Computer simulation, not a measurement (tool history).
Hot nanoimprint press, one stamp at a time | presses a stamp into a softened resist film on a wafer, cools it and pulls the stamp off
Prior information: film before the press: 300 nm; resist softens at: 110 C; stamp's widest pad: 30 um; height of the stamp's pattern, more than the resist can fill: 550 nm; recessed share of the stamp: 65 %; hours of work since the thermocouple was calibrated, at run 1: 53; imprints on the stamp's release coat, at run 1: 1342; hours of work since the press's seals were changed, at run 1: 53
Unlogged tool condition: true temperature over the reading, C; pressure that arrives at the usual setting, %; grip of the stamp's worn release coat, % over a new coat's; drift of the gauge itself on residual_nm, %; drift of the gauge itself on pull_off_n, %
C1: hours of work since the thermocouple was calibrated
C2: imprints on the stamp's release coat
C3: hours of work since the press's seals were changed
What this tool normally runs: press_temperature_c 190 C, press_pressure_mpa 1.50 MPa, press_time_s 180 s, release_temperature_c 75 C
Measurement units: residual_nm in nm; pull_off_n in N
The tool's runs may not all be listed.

Run 1, hour 0.0: usual settings; C1 53; C2 1342; C3 53. Result: residual_nm 173.0 nm, pull_off_n 239 N.
Run 2, hour 27.3: usual settings; C1 70; C2 1464; C3 70. Result: residual_nm 172.6 nm, pull_off_n 235 N.
At hour 56.9: stamp cleaned and given a new release coat.
Run 3, hour 85.9: usual settings but press_pressure_mpa 1.14 MPa; C1 101; C2 130; C3 101. Result: residual_nm 187.0 nm, pull_off_n 232 N.
Run 4, hour 130.3: usual settings; C1 128; C2 329; C3 128. Result: residual_nm 172.3 nm, pull_off_n 231 N.
Run 5, hour 157.2: usual settings; C1 144; C2 450; C3 144. Result: residual_nm 172.5 nm, pull_off_n 237 N.
Run 6, hour 190.9: usual settings but press_pressure_mpa 2.34 MPa; C1 164; C2 601; C3 164. Result: residual_nm 145.0 nm, pull_off_n 232 N.
Run 7, hour 238.8: usual settings but press_pressure_mpa 2.34 MPa; C1 193; C2 816; C3 193. Result: residual_nm 145.6 nm, pull_off_n 238 N.
Run 8, hour 260.8: usual settings but press_pressure_mpa 2.34 MPa; C1 206; C2 914; C3 206. Result: residual_nm 146.2 nm, pull_off_n 227 N.
Run 9, hour 309.4: usual settings but press_pressure_mpa 2.34 MPa; C1 235; C2 1132; C3 235. Result: residual_nm 145.2 nm, pull_off_n 236 N.
Run 10, hour 348.3: usual settings but press_pressure_mpa 2.34 MPa, release_temperature_c 72 C; C1 258; C2 1307; C3 258. Result: residual_nm 145.3 nm, pull_off_n 243 N.
Run 11, hour 386.3: usual settings but press_pressure_mpa 2.34 MPa, release_temperature_c 72 C; C1 281; C2 1477; C3 281. Result: residual_nm 145.4 nm, pull_off_n 241 N.
At hour 411.7: stamp cleaned and given a new release coat.
Run 12, hour 436.2: usual settings but press_pressure_mpa 2.34 MPa, press_time_s 221 s, release_temperature_c 72 C; C1 307; C2 109; C3 307. Result: residual_nm 135.5 nm, pull_off_n 232 N.
Run 13, hour 460.6: usual settings; C1 322; C2 219; C3 322. Result: residual_nm 171.1 nm, pull_off_n 228 N.
Run 14, hour 500.5: usual settings; C1 346; C2 398; C3 346. Result: residual_nm 173.2 nm, pull_off_n 223 N.
Run 15, hour 540.2: usual settings; C1 369; C2 576; C3 369. Result: residual_nm 173.7 nm, pull_off_n 229 N.
Run 16, hour 579.1: usual settings but press_temperature_c 180 C, press_pressure_mpa 1.79 MPa, press_time_s 154 s, release_temperature_c 74 C; C1 393; C2 750; C3 393. Result: residual_nm 232.8 nm, pull_off_n 240 N.
Run 17, hour 623.9: usual settings but press_temperature_c 180 C, press_pressure_mpa 1.79 MPa, press_time_s 154 s, release_temperature_c 74 C; C1 420; C2 951; C3 420. Result: residual_nm 232.8 nm, pull_off_n 242 N.
At hour 669.4: plate thermocouple calibrated.
Run 18, hour 676.5: usual settings but press_temperature_c 186 C, press_pressure_mpa 1.64 MPa, press_time_s 234 s, release_temperature_c 63 C; C1 4; C2 1173; C3 449. Result: residual_nm 178.9 nm, pull_off_n 265 N.
Run 19, hour 699.4: usual settings but press_temperature_c 186 C, press_pressure_mpa 1.64 MPa, press_time_s 234 s, release_temperature_c 63 C; C1 18; C2 1276; C3 463. Result: residual_nm 175.4 nm, pull_off_n 260 N.

Predict the results of run 20:
Run 20, hour 740.3: usual settings but press_pressure_mpa 1.29 MPa; C1 42; C2 1459; C3 487. Result: residual_nm ?, pull_off_n ?.

{"run 20": {"residual_nm": 181.8, "pull_off_n": 238}}
The same run, on a tool lacking any hidden state, would have yielded residual_nm 181.8 nm, pull_off_n 236 N.

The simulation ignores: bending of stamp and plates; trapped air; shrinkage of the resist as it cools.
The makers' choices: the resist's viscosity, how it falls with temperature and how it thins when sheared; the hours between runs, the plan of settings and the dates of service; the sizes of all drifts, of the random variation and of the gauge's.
